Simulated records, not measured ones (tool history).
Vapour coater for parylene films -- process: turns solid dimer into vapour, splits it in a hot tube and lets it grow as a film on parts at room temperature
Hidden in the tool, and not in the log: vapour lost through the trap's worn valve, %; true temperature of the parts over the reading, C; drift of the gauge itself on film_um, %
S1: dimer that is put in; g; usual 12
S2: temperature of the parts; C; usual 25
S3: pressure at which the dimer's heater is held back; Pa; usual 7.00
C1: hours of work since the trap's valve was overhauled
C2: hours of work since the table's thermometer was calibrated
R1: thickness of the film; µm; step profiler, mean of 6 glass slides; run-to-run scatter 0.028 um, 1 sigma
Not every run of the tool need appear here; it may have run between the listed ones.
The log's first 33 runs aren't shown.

| run | hour | S1 | S2 | S3 | C1 | C2 | R1 |
|---|---|---|---|---|---|---|---|
| 34 | 1308.1 | 11 | 25 | 11.50 | 128 | 2005 | 1.97 |
| 35 | 1336.7 | 12 | 33 | 7.21 | 145 | 2022 | 1.48 |
| 36 | 1383.4 | 12 | 29 | 7.00 | 172 | 2049 | 1.84 |
| 37 | 1407.4 | 12 | 29 | 7.00 | 186 | 2063 | 1.86 |
| 38 | 1454.3 | 7 | 29 | 7.00 | 213 | 2091 | 1.04 |
| 39 | 1502.4 | 19 | 28 | 3.17 | 241 | 2119 | 3.20 |
| 40 | 1556.7 | 12 | 25 | 2.37 | 273 | 2150 | 2.32 |
| 41 | 1609.9 | 12 | 25 | 2.37 | 304 | 2181 | 2.35 |
| 42 | 1658.4 | 12 | 25 | 2.37 | 332 | 2209 | 2.25 |
| 43 | 1693.3 | 12 | 25 | 2.37 | 352 | 2230 | 2.32 |
| 44 | 1732.0 | 19 | 25 | 2.21 | 375 | 2252 | 3.67 |
| 45 | 1772.8 | 20 | 26 | 10.13 | 398 | 2276 | 3.26 |
|  | 1805.8 | table's thermometer calibrated |
| 46 | 1825.5 | 6 | 21 | 2.29 | 429 | 11 | 1.49 |

What if the next run were any one of these 5? Each begins from the tool's condition after run 46:
| A | 1856.1 | 20 | 20 | 11.25 | 446 | 29 | ? |
| B | 1856.1 | 11 | 25 | 7.00 | 446 | 29 | ? |
| C | 1856.1 | 7 | 25 | 7.29 | 446 | 29 | ? |
| D | 1856.1 | 11 | 25 | 7.00 | 446 | 29 | ? |
| E | 1856.1 | 17 | 31 | 7.84 | 446 | 29 | ? |

| run | R1 |
|---|---|
| A | 4.62 |
| B | 2.06 |
| C | 1.28 |
| D | 2.04 |
| E | 2.32 |
With the hidden condition removed and each run's random variation left untouched, the same runs would have given:
| run | R1 |
|---|---|
| A | 5.14 |
| B | 2.29 |
| C | 1.42 |
| D | 2.27 |
| E | 2.58 |

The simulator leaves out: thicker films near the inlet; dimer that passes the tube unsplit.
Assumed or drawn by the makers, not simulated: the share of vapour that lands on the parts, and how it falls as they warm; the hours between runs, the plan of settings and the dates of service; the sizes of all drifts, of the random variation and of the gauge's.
